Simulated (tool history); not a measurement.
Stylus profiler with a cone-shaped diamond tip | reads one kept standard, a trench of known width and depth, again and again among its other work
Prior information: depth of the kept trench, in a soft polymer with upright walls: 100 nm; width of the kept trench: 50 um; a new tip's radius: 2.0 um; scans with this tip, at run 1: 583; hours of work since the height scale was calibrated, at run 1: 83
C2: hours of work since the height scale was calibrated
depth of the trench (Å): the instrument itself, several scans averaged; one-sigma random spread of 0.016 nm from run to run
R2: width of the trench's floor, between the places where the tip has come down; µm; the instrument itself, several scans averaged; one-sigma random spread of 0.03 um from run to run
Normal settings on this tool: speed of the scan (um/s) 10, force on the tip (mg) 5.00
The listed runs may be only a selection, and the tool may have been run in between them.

Run 1, hour 0.0: usual settings; scans with this tip 583; C2 83. Result: depth of the trench (Å) 1020.0, R2 48.73 µm.
Run 2, hour 18.7: usual settings; scans with this tip 646; C2 92. Result: depth of the trench (Å) 1020.1, R2 48.69 µm.
Run 3, hour 44.1: usual settings but force on the tip (mg) 2.14; scans with this tip 733; C2 104. Result: depth of the trench (Å) 1011.1, R2 48.70 µm.
Run 4, hour 65.4: usual settings; scans with this tip 805; C2 115. Result: depth of the trench (Å) 1020.2, R2 48.67 µm.
Run 5, hour 90.6: usual settings but force on the tip (mg) 10.61; scans with this tip 891; C2 127. Result: depth of the trench (Å) 1033.3, R2 48.65 µm.
Run 6, hour 111.0: usual settings but force on the tip (mg) 2.50; scans with this tip 961; C2 137. Result: depth of the trench (Å) 1012.5, R2 48.63 µm.
Run 7, hour 133.6: usual settings but speed of the scan (um/s) 38; scans with this tip 1038; C2 148. Result: depth of the trench (Å) 1020.0, R2 48.63 µm.
Run 8, hour 151.8: usual settings but speed of the scan (um/s) 38; scans with this tip 1100; C2 156. Result: depth of the trench (Å) 1020.2, R2 48.54 µm.
Run 9, hour 167.8: usual settings but speed of the scan (um/s) 6, force on the tip (mg) 5.69; scans with this tip 1154; C2 164. Result: depth of the trench (Å) 1021.9, R2 48.65 µm.
Run 10, hour 190.9: usual settings but speed of the scan (um/s) 6, force on the tip (mg) 5.69; scans with this tip 1233; C2 175. Result: depth of the trench (Å) 1021.9, R2 48.64 µm.
Run 11, hour 203.5: usual settings but speed of the scan (um/s) 6, force on the tip (mg) 5.69; scans with this tip 1276; C2 182. Result: depth of the trench (Å) 1022.0, R2 48.70 µm.
Run 12, hour 219.0: usual settings but speed of the scan (um/s) 6, force on the tip (mg) 5.69; scans with this tip 1329; C2 189. Result: depth of the trench (Å) 1022.1, R2 48.61 µm.
Run 13, hour 237.8: usual settings but speed of the scan (um/s) 21, force on the tip (mg) 3.78; scans with this tip 1393; C2 198. Result: depth of the trench (Å) 1016.7, R2 48.59 µm.

Estimate the outcome of run 14 from the log above:
Run 14, hour 253.8: usual settings but speed of the scan (um/s) 4, force on the tip (mg) 8.23; scans with this tip 1447; C2 206. Result: depth of the trench (Å) ?, R2 ?.

Logged for run 14: depth of the trench (Å) 1027.9, R2 48.59 µm.
The same run, on a tool lacking any hidden state, would have yielded depth of the trench (Å) 1027.6, R2 48.66 µm.
